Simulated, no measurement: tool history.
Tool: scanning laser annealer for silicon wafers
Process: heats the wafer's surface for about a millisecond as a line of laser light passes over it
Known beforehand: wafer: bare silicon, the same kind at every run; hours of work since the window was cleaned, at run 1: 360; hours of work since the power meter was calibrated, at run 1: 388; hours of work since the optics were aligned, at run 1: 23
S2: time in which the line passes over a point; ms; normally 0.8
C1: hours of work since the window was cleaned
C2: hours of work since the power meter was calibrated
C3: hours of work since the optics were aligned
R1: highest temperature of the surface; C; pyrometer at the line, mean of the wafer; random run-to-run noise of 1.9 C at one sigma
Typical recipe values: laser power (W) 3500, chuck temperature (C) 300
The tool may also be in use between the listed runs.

run 1 hour=0 | laser_power_(W)=3500 S2=0.8 chuck_temperature_(C)=300 | C1=360 C2=388 C3=23 | R1=1068
run 2 hour=28.1 | laser_power_(W)=3500 S2=0.8 chuck_temperature_(C)=300 | C1=380 C2=408 C3=43 | R1=1066
run 3 hour=65.8 | laser_power_(W)=3500 S2=0.942 chuck_temperature_(C)=300 | C1=408 C2=436 C3=70 | R1=1120
run 4 hour=94.9 | laser_power_(W)=3500 S2=0.942 chuck_temperature_(C)=300 | C1=429 C2=457 C3=91 | R1=1116
run 5 hour=129.5 | laser_power_(W)=3500 S2=0.655 chuck_temperature_(C)=300 | C1=454 C2=482 C3=117 | R1=994
run 6 hour=160.3 | laser_power_(W)=3500 S2=0.8 chuck_temperature_(C)=309 | C1=476 C2=504 C3=139 | R1=1067
-- hour=196.2 window over the wafer cleaned
run 7 hour=199.8 | laser_power_(W)=3500 S2=0.8 chuck_temperature_(C)=311 | C1=3 C2=532 C3=166 | R1=1094
run 8 hour=231.9 | laser_power_(W)=3500 S2=0.8 chuck_temperature_(C)=300 | C1=26 C2=555 C3=189 | R1=1084
run 9 hour=262.4 | laser_power_(W)=3500 S2=0.8 chuck_temperature_(C)=300 | C1=48 C2=577 C3=212 | R1=1085
run 10 hour=286.1 | laser_power_(W)=3500 S2=0.8 chuck_temperature_(C)=300 | C1=65 C2=594 C3=229 | R1=1083
run 11 hour=303.4 | laser_power_(W)=3500 S2=0.8 chuck_temperature_(C)=300 | C1=78 C2=607 C3=241 | R1=1081
run 12 hour=323 | laser_power_(W)=3500 S2=0.8 chuck_temperature_(C)=300 | C1=92 C2=621 C3=256 | R1=1078
run 13 hour=359.4 | laser_power_(W)=3500 S2=0.8 chuck_temperature_(C)=300 | C1=118 C2=647 C3=282 | R1=1079
run 14 hour=389.5 | laser_power_(W)=3500 S2=0.8 chuck_temperature_(C)=263 | C1=140 C2=669 C3=304 | R1=1039
run 15 hour=409.4 | laser_power_(W)=3426 S2=0.8 chuck_temperature_(C)=300 | C1=155 C2=684 C3=318 | R1=1058
run 16 hour=436.8 | laser_power_(W)=3426 S2=0.8 chuck_temperature_(C)=300 | C1=175 C2=704 C3=338 | R1=1058
run 17 hour=452.5 | laser_power_(W)=3500 S2=0.8 chuck_temperature_(C)=300 | C1=186 C2=715 C3=350 | R1=1072
run 18 hour=482 | laser_power_(W)=3707 S2=0.8 chuck_temperature_(C)=300 | C1=207 C2=736 C3=371 | R1=1118
run 19 hour=517.1 | laser_power_(W)=3707 S2=0.8 chuck_temperature_(C)=300 | C1=233 C2=762 C3=397 | R1=1118
run 20 hour=535.6 | laser_power_(W)=3516 S2=0.8 chuck_temperature_(C)=300 | C1=246 C2=775 C3=410 | R1=1070
run 21 hour=557.9 | laser_power_(W)=3516 S2=0.568 chuck_temperature_(C)=334 | C1=263 C2=791 C3=426 | R1=995
run 22 hour=590.4 | laser_power_(W)=3224 S2=0.8 chuck_temperature_(C)=308 | C1=286 C2=815 C3=450 | R1=1012
-- hour=597.1 optics aligned, line set to its width
run 23 hour=625.1 | laser_power_(W)=3500 S2=0.973 chuck_temperature_(C)=326 | C1=308 C2=837 C3=20 | R1=1158
run 24 hour=641.9 | laser_power_(W)=3652 S2=0.8 chuck_temperature_(C)=304 | C1=320 C2=849 C3=32 | R1=1104
run 25 hour=666.4 | laser_power_(W)=2995 S2=0.619 chuck_temperature_(C)=319 | C1=338 C2=867 C3=50 | R1=898
run 26 hour=696.3 | laser_power_(W)=2995 S2=0.619 chuck_temperature_(C)=319 | C1=359 C2=888 C3=72 | R1=894
run 27 hour=719.8 | laser_power_(W)=3588 S2=0.8 chuck_temperature_(C)=315 | C1=376 C2=905 C3=89 | R1=1091
run 28 hour=742.7 | laser_power_(W)=3588 S2=0.8 chuck_temperature_(C)=315 | C1=393 C2=922 C3=106 | R1=1088
-- hour=750.8 optics aligned, line set to its width, once more
run 29 hour=771.2 | laser_power_(W)=3417 S2=0.989 chuck_temperature_(C)=305 | C1=410 C2=939 C3=15 | R1=1119
run 30 hour=790.1 | laser_power_(W)=3417 S2=0.989 chuck_temperature_(C)=305 | C1=424 C2=953 C3=28 | R1=1122
run 31 hour=826 | laser_power_(W)=3417 S2=0.989 chuck_temperature_(C)=305 | C1=450 C2=979 C3=55 | R1=1120
run 32 hour=857.1 | laser_power_(W)=3787 S2=0.8 chuck_temperature_(C)=322 | C1=472 C2=1001 C3=77 | R1=1147
run 33 hour=881.2 | laser_power_(W)=3475 S2=0.8 chuck_temperature_(C)=322 | C1=490 C2=1019 C3=95 | R1=1075
-- hour=899.6 window over the wafer cleaned
run 34 hour=908.5 | laser_power_(W)=3475 S2=0.8 chuck_temperature_(C)=271 | C1=6 C2=1037 C3=113 | R1=1045
run 35 hour=924.9 | laser_power_(W)=3007 S2=0.72 chuck_temperature_(C)=268 | C1=18 C2=1049 C3=125 | R1=907
run 36 hour=947.3 | laser_power_(W)=3114 S2=0.8 chuck_temperature_(C)=324 | C1=35 C2=1065 C3=141 | R1=1014
run 37 hour=983.4 | laser_power_(W)=3692 S2=0.59 chuck_temperature_(C)=300 | C1=61 C2=1092 C3=167 | R1=1020
run 38 hour=1020.9 | laser_power_(W)=3677 S2=0.8 chuck_temperature_(C)=300 | C1=88 C2=1119 C3=195 | R1=1117
run 39 hour=1036.7 | laser_power_(W)=3202 S2=0.663 chuck_temperature_(C)=299 | C1=99 C2=1130 C3=206 | R1=952
run 40 hour=1060.6 | laser_power_(W)=3500 S2=0.778 chuck_temperature_(C)=328 | C1=117 C2=1148 C3=223 | R1=1090

3 ways to go on from here, each from the tool as it stands after run 40. What would each give?
run A hour=1088.6 | laser_power_(W)=3677 S2=0.8 chuck_temperature_(C)=270 | C1=137 C2=1168 C3=244 | R1=?
run B hour=1088.6 | laser_power_(W)=3500 S2=0.778 chuck_temperature_(C)=286 | C1=137 C2=1168 C3=244 | R1=?
run C hour=1088.6 | laser_power_(W)=3450 S2=0.755 chuck_temperature_(C)=322 | C1=137 C2=1168 C3=244 | R1=?

run=A R1=1082
run=B R1=1048
run=C R1=1065
With the hidden condition removed and each run's random variation left untouched, the same runs would have given:
run=A R1=1104
run=B R1=1069
run=C R1=1086
